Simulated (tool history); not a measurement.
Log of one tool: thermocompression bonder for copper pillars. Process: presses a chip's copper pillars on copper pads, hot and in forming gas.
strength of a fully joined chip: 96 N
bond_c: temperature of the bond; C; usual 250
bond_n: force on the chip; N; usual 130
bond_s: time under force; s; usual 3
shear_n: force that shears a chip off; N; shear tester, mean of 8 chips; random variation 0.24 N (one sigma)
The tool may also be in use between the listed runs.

run,hour,bond_c,bond_n,bond_s,shear_n
1,0.0,250,130,3,54.8
2,39.9,250,130,3,54.5
3,72.6,250,130,3,55.1
4,131.1,250,130,3,55.2
5,155.6,250,130,3,55.3
6,191.9,250,130,3,54.5
7,218.6,250,130,3,54.8
8,256.9,250,130,3,54.4
9,306.5,250,91,3,46.6
# hour 327.5: forming gas filter changed
10,361.8,250,130,3,54.2
11,414.2,250,130,3,54.7
12,456.3,250,120,3,52.3
13,508.3,239,130,3,46.3
14,565.1,239,130,3,45.6
15,596.7,239,130,3,45.6
16,628.7,239,130,3,46.0
# hour 654.4: forming gas filter changed
17,670.1,239,130,3,45.6
18,706.6,250,130,3,54.0
19,760.4,250,130,3,53.8
20,805.7,250,130,3,54.4
# hour 826.5: heater calibrated with a thermocouple chip
21,863.3,249,160,3,57.1
22,898.5,274,160,4,78.7
23,952.7,226,156,6,50.3
24,980.0,232,175,2,39.9
# hour 985.7: forming gas filter changed
25,1006.9,224,130,7,47.5
26,1043.3,224,130,7,47.1
27,1093.0,224,130,7,47.1
28,1150.0,224,130,7,47.2
29,1180.7,239,88,8,53.1
# hour 1196.4: gauge calibrated
30,1208.6,271,145,9,87.6
31,1240.3,234,102,3,38.3
32,1290.4,250,130,2,48.0
# hour 1312.7: forming gas filter changed
33,1328.0,242,130,3,48.3
34,1359.4,277,191,2,75.4
35,1386.3,276,103,3,68.5
36,1440.0,236,165,4,54.1
37,1492.2,236,165,4,53.7
38,1524.8,224,130,8,50.3
39,1557.5,224,130,8,50.5

4 ways to go on from here, each from the tool as it stands after run 39. What would each give?
# hour 1581.7: force cell calibrated
A,1601.0,224,127,8,?
# hour 1581.7: force cell calibrated
B,1601.0,262,85,2,?
# hour 1581.7: force cell calibrated
C,1601.0,246,104,8,?
# hour 1581.7: force cell calibrated
D,1601.0,237,101,8,?

run,shear_n
A,50.1
B,46.8
C,62.6
D,55.5
Without the tool's hidden state the same runs would have given:
run,shear_n
A,50.7
B,47.3
C,63.4
D,56.1

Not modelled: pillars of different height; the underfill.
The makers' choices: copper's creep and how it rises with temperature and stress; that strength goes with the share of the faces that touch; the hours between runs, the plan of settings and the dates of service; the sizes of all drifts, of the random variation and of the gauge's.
